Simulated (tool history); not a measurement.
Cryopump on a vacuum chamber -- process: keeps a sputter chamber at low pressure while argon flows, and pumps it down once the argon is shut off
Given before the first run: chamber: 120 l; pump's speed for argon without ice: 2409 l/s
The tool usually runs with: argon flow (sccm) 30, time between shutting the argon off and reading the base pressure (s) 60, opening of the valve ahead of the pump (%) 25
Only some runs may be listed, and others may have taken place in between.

run,day,argon flow (sccm),time between shutting the argon off and reading the base pressure (s),opening of the valve ahead of the pump (%),pressure while argon flows (Pa),pressure after the wait (uPa)
1,0,30,60,25,0.0856,2.05
2,3.021,30,60,25,0.0852,2.13
3,6,30,60,25,0.0861,2.13
4,8.733,26,60,25,0.0753,2.24
5,10.808,26,157,25,0.0751,1.82
6,13.733,30,60,25,0.0869,2.28
7,17.338,30,60,25,0.0877,2.31
8,19.429,30,60,25,0.0883,2.39
9,21.488,30,60,25,0.0881,2.39
10,24.212,30,62,25,0.0895,2.34
11,26.279,30,62,25,0.0886,2.47
12,29.171,30,60,25,0.0885,2.5
13,31.329,30,60,25,0.0892,2.6
14,34.738,30,60,25,0.0887,0.99
15,37.267,30,60,25,0.0907,1.03
16,40.538,39,60,25,0.1189,1.01
17,43.725,39,60,25,0.1178,1.07
18,46.954,30,115,23,0.0999,0.65
19,50.129,15,193,59,0.0215,0.52
20,54.146,15,193,59,0.023,0.61
21,57.629,54,60,44,0.1054,1.12
22,59.912,30,45,17,0.1337,1.46
23,63.05,57,32,25,0.1619,1.73
24,67.025,41,194,54,0.0559,0.56
25,70.138,14,55,25,0.0405,1.21
26,74.154,14,55,25,0.0398,1.22
27,76.775,35,214,19,0.1312,0.62
28,78.988,22,93,25,0.0635,0.9
29,82.088,56,60,20,0.203,1.22
30,84.75,24,22,23,0.0766,2.59
31,87.608,20,140,25,0.0585,0.83
32,90.158,36,35,18,0.1438,1.83
33,92.4,39,35,18,0.1575,1.86

Not shown here: 2 entries made in the log between runs. Locate each between two listed runs and compare the hidden state at the listed run before it with the hidden state at the listed run after it:
From run 13 to run 14: leaking fittings of the chamber tightened, without venting (day 32.933)
  pump's speed, % of a pump's without ice: 82 -> 80.3; cold plate's temperature, K: 12.86 -> 12.88; leak into the chamber, uPa l/s: 3355 -> 372
  what was measured, less what the result would be without the hidden state, pressure while argon flows (Pa): +0.005 -> +0.0056; pressure after the wait (uPa): +1.66 -> +0.07
From run 22 to run 23: pump warmed up, emptied and cooled again (day 61.208)
  pump's speed, % of a pump's without ice: 67.9 -> 99; cold plate's temperature, K: 13 -> 13.02; leak into the chamber, uPa l/s: 637 -> 666
  what was measured, less what the result would be without the hidden state, pressure while argon flows (Pa): +0.0105 -> +0.0012; pressure after the wait (uPa): +0.28 -> +0.16
